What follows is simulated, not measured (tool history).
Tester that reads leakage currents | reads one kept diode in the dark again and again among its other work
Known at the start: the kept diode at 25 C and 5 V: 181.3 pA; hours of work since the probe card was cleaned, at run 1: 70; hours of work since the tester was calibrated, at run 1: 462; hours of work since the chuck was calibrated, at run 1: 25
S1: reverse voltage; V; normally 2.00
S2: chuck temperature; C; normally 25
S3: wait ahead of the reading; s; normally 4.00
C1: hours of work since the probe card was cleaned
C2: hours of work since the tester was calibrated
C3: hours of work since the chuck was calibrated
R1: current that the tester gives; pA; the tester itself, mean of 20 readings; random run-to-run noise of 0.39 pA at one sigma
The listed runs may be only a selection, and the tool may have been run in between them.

| run | hour | S1 | S2 | S3 | C1 | C2 | C3 | R1 |
|---|---|---|---|---|---|---|---|---|
| 1 | 0.0 | 2.00 | 25 | 4.00 | 70 | 462 | 25 | 129.78 |
| 2 | 39.8 | 2.00 | 25 | 4.00 | 92 | 485 | 48 | 130.15 |
| 3 | 66.3 | 2.00 | 25 | 4.00 | 107 | 500 | 63 | 130.35 |
| 4 | 101.5 | 2.00 | 25 | 4.00 | 127 | 520 | 83 | 130.22 |
| 5 | 136.8 | 2.00 | 25 | 4.03 | 147 | 540 | 103 | 131.23 |
| 6 | 175.1 | 2.39 | 25 | 4.03 | 169 | 561 | 125 | 141.12 |
| 7 | 196.2 | 2.39 | 25 | 4.03 | 181 | 573 | 137 | 141.06 |
| 8 | 223.6 | 2.39 | 25 | 4.03 | 197 | 589 | 152 | 141.34 |
| 9 | 255.9 | 2.00 | 25 | 0.60 | 215 | 607 | 171 | 133.31 |
| 10 | 289.2 | 2.00 | 25 | 4.00 | 234 | 626 | 190 | 134.06 |
| 11 | 307.3 | 2.00 | 25 | 4.00 | 244 | 637 | 200 | 133.58 |
| 12 | 338.3 | 16.64 | 22 | 5.52 | 262 | 654 | 218 | 221.01 |
| 13 | 369.1 | 16.64 | 22 | 5.52 | 279 | 672 | 235 | 220.73 |
| 14 | 402.7 | 11.17 | 22 | 5.52 | 299 | 691 | 254 | 191.86 |
| 15 | 425.0 | 11.17 | 22 | 5.52 | 311 | 703 | 267 | 192.05 |
| 16 | 455.3 | 2.72 | 20 | 4.00 | 328 | 721 | 284 | 93.60 |
| 17 | 472.3 | 2.03 | 25 | 3.60 | 338 | 730 | 294 | 136.69 |
| 18 | 509.8 | 5.91 | 37 | 0.98 | 359 | 752 | 315 | 623.19 |
| 19 | 534.9 | 2.00 | 25 | 0.71 | 374 | 766 | 329 | 137.11 |

What if the next run were any one of these 5? Each begins from the tool's condition after run 19:
| A | 563.9 | 2.00 | 25 | 9.17 | 390 | 782 | 346 | ? |
| B | 563.9 | 2.00 | 25 | 7.84 | 390 | 782 | 346 | ? |
| C | 563.9 | 1.25 | 32 | 3.58 | 390 | 782 | 346 | ? |
| D | 563.9 | 2.00 | 30 | 0.71 | 390 | 782 | 346 | ? |
| E | 563.9 | 14.53 | 44 | 4.00 | 390 | 782 | 346 | ? |

| run | R1 |
|---|---|
| A | 137.50 |
| B | 137.85 |
| C | 223.31 |
| D | 221.54 |
| E | 1613.12 |
Without the tool's unlogged condition, the same runs would have read:
| run | R1 |
|---|---|
| A | 129.25 |
| B | 129.58 |
| C | 210.82 |
| D | 208.86 |
| E | 1527.37 |
